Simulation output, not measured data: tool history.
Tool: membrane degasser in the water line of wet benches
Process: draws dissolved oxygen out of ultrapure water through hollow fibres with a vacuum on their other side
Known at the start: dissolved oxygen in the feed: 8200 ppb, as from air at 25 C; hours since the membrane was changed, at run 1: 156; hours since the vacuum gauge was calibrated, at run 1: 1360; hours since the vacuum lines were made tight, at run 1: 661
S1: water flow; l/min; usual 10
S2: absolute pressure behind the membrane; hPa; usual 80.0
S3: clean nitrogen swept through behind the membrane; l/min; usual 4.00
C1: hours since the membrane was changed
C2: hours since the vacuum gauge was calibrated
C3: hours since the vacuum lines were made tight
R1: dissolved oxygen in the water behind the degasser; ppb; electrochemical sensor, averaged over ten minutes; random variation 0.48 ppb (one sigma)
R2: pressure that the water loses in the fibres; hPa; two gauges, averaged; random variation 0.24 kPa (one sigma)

run     day  S1     S2    S3    C1    C2    C3    R1     R2
  1   0.000  10   80.0  4.00   156  1360   661  36.6  606.8
  2   2.346  10   73.4  4.00   212  1417   717  32.5  606.8
  3   5.725  10   73.4  4.00   293  1498   799  32.7  608.6
  4   9.512  10   80.0  8.38   384  1589   889  21.8  607.2
  5  12.804  10   80.0  4.00   463  1668   968  37.1  608.1
  6  16.879  10   53.4  4.00   561  1765  1066  20.8  612.2
  7  20.812  10  173.4  4.00   655  1860  1161  93.0  610.5
  8  24.383  10   60.0  4.00   741  1945  1246  24.2  607.0
  9  27.117  10   60.0  4.00   807  2011  1312  25.0  605.2
 10  30.104  12   80.0  4.00   878  2083  1384  49.2  728.4
 11  33.862  12   80.0  4.00   969  2173  1474  49.6  731.8
 12  38.367  12   80.0  4.00  1077  2281  1582  49.3  733.2
 13  40.829  12   80.0  4.00  1136  2340  1641  50.9  731.6
 14  44.712  12   80.0  4.00  1229  2433  1734  50.2  726.9
 15  47.508  10   80.0  4.00  1296  2500  1801  37.1  607.3
 16  51.996  11   80.0  4.00  1404  2608  1909  42.7  665.6
 17  54.367   7   95.9  4.00  1461  2665  1966  29.4  425.4
 18  58.617   8   95.9  7.53  1563  2767  2068  19.8  488.3
 19  61.000  10  141.1  9.25  1620  2824  2125  36.9  606.0
 20  65.338  10  141.1  9.25  1724  2928  2229  37.4  606.2
 21  69.975  10   97.2  3.12  1835  3040  2341  58.3  612.0
 22  72.875  10   99.9  2.21  1905  3109  2410  82.1  605.5

Run 23 comes next. What will it give?
 23  75.667  14  57.5  7.10  1972  3176  2477   ?   ?

{"run 23": {"R1": 37.5, "R2": 851.5}}
Without the tool's hidden state the same run would have given R1 37.5 ppb, R2 851.4 hPa.
